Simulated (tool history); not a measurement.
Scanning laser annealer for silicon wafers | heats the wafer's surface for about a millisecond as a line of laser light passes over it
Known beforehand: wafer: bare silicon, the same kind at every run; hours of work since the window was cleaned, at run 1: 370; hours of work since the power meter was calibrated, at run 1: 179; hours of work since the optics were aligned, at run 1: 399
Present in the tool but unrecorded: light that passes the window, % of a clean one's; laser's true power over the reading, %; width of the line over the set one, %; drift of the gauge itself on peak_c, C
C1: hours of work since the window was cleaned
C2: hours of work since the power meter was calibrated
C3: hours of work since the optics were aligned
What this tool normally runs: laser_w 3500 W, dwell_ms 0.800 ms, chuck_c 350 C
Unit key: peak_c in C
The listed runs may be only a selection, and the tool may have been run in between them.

run 1 hour=0.0 | laser_w=3500 dwell_ms=0.800 chuck_c=350 | C1=370 C2=179 C3=399 | peak_c=1076
run 2 hour=6.7 | laser_w=3500 dwell_ms=0.800 chuck_c=350 | C1=374 C2=183 C3=403 | peak_c=1075
run 3 hour=17.8 | laser_w=3500 dwell_ms=0.800 chuck_c=350 | C1=381 C2=190 C3=410 | peak_c=1078
run 4 hour=28.0 | laser_w=3500 dwell_ms=0.800 chuck_c=350 | C1=387 C2=196 C3=416 | peak_c=1076
-- hour=35.0 window over the wafer cleaned
run 5 hour=41.6 | laser_w=3500 dwell_ms=0.800 chuck_c=350 | C1=4 C2=203 C3=424 | peak_c=1092
run 6 hour=50.2 | laser_w=3500 dwell_ms=0.800 chuck_c=350 | C1=9 C2=208 C3=429 | peak_c=1092
run 7 hour=60.4 | laser_w=3500 dwell_ms=0.800 chuck_c=350 | C1=16 C2=215 C3=435 | peak_c=1092
run 8 hour=66.6 | laser_w=3500 dwell_ms=0.633 chuck_c=350 | C1=19 C2=218 C3=439 | peak_c=1009
run 9 hour=75.6 | laser_w=3500 dwell_ms=0.800 chuck_c=350 | C1=25 C2=224 C3=444 | peak_c=1090
run 10 hour=85.1 | laser_w=3500 dwell_ms=0.576 chuck_c=350 | C1=31 C2=230 C3=450 | peak_c=975
run 11 hour=93.0 | laser_w=3500 dwell_ms=0.800 chuck_c=350 | C1=36 C2=235 C3=455 | peak_c=1092
run 12 hour=102.2 | laser_w=3500 dwell_ms=0.800 chuck_c=350 | C1=41 C2=240 C3=461 | peak_c=1091
run 13 hour=108.3 | laser_w=3500 dwell_ms=0.800 chuck_c=350 | C1=45 C2=244 C3=464 | peak_c=1091
run 14 hour=119.7 | laser_w=3500 dwell_ms=0.800 chuck_c=350 | C1=52 C2=251 C3=471 | peak_c=1093
run 15 hour=130.4 | laser_w=3500 dwell_ms=0.800 chuck_c=350 | C1=59 C2=258 C3=478 | peak_c=1091
run 16 hour=140.6 | laser_w=3500 dwell_ms=0.800 chuck_c=370 | C1=65 C2=264 C3=484 | peak_c=1111
run 17 hour=151.1 | laser_w=3500 dwell_ms=0.899 chuck_c=350 | C1=71 C2=270 C3=491 | peak_c=1138
run 18 hour=157.2 | laser_w=3500 dwell_ms=0.800 chuck_c=350 | C1=75 C2=274 C3=494 | peak_c=1091
run 19 hour=162.3 | laser_w=3500 dwell_ms=0.800 chuck_c=350 | C1=78 C2=277 C3=498 | peak_c=1087
run 20 hour=171.8 | laser_w=3500 dwell_ms=0.800 chuck_c=350 | C1=84 C2=283 C3=503 | peak_c=1089
run 21 hour=179.4 | laser_w=3500 dwell_ms=0.800 chuck_c=384 | C1=89 C2=288 C3=508 | peak_c=1124
run 22 hour=189.4 | laser_w=3500 dwell_ms=0.754 chuck_c=323 | C1=95 C2=294 C3=514 | peak_c=1039
run 23 hour=200.8 | laser_w=3256 dwell_ms=0.762 chuck_c=335 | C1=102 C2=301 C3=521 | peak_c=1010
run 24 hour=205.6 | laser_w=3010 dwell_ms=0.800 chuck_c=376 | C1=105 C2=304 C3=524 | peak_c=1021
run 25 hour=215.9 | laser_w=3010 dwell_ms=0.800 chuck_c=376 | C1=111 C2=310 C3=531 | peak_c=1020
run 26 hour=222.0 | laser_w=3593 dwell_ms=0.751 chuck_c=379 | C1=115 C2=314 C3=534 | peak_c=1110
run 27 hour=230.7 | laser_w=3593 dwell_ms=0.751 chuck_c=379 | C1=120 C2=319 C3=540 | peak_c=1110
run 28 hour=242.2 | laser_w=3500 dwell_ms=0.711 chuck_c=363 | C1=127 C2=326 C3=547 | peak_c=1056
run 29 hour=248.7 | laser_w=3087 dwell_ms=0.800 chuck_c=371 | C1=131 C2=330 C3=551 | peak_c=1030
-- hour=252.6 laser's power meter calibrated
run 30 hour=259.9 | laser_w=3572 dwell_ms=0.973 chuck_c=343 | C1=136 C2=5 C3=556 | peak_c=1174
-- hour=274.2 laser's power meter calibrated, once more
run 31 hour=274.2 | laser_w=3572 dwell_ms=0.973 chuck_c=343 | C1=143 C2=0 C3=563 | peak_c=1172
run 32 hour=282.8 | laser_w=3572 dwell_ms=0.973 chuck_c=343 | C1=148 C2=5 C3=568 | peak_c=1173
run 33 hour=287.6 | laser_w=3348 dwell_ms=0.800 chuck_c=315 | C1=151 C2=8 C3=571 | peak_c=1021
run 34 hour=296.3 | laser_w=3348 dwell_ms=0.747 chuck_c=359 | C1=157 C2=14 C3=576 | peak_c=1043
run 35 hour=308.2 | laser_w=3565 dwell_ms=0.747 chuck_c=359 | C1=164 C2=21 C3=583 | peak_c=1080
run 36 hour=313.1 | laser_w=3565 dwell_ms=0.565 chuck_c=359 | C1=167 C2=24 C3=586 | peak_c=982
run 37 hour=323.6 | laser_w=3809 dwell_ms=0.800 chuck_c=350 | C1=173 C2=30 C3=593 | peak_c=1142
run 38 hour=333.1 | laser_w=3809 dwell_ms=0.651 chuck_c=311 | C1=179 C2=36 C3=599 | peak_c=1024
run 39 hour=338.5 | laser_w=3607 dwell_ms=0.660 chuck_c=371 | C1=183 C2=39 C3=602 | peak_c=1054
run 40 hour=345.3 | laser_w=3667 dwell_ms=0.638 chuck_c=371 | C1=187 C2=44 C3=606 | peak_c=1053
run 41 hour=352.0 | laser_w=3009 dwell_ms=0.800 chuck_c=350 | C1=191 C2=48 C3=610 | peak_c=990
run 42 hour=363.2 | laser_w=3846 dwell_ms=0.800 chuck_c=350 | C1=198 C2=55 C3=617 | peak_c=1148

Some steps in peak_c, run to run, broken into two amounts with sign: the step expected even without the hidden condition (settings, incoming material, random variation), and the rest, left for the hidden condition together with whatever gauge scatter is not in both the measured and the hidden-condition-free result:
Run 4 -> 5: window over the wafer cleaned. peak_c +16 C: hidden state +17, all else -1.
Run 29 -> 30: laser_w 3087 -> 3572, dwell_ms 0.800 -> 0.973, chuck_c 371 -> 343, laser's power meter calibrated. peak_c +144 C: hidden state -3, all else +147.
Run 32 -> 33: laser_w 3572 -> 3348, dwell_ms 0.973 -> 0.800, chuck_c 343 -> 315. peak_c -152 C: hidden state +2, all else -154.
Run 36 -> 37: laser_w 3565 -> 3809, dwell_ms 0.565 -> 0.800, chuck_c 359 -> 350. peak_c +160 C: hidden state -2, all else +162.
Run 41 -> 42: laser_w 3009 -> 3846. peak_c +158 C: hidden state -3, all else +161.
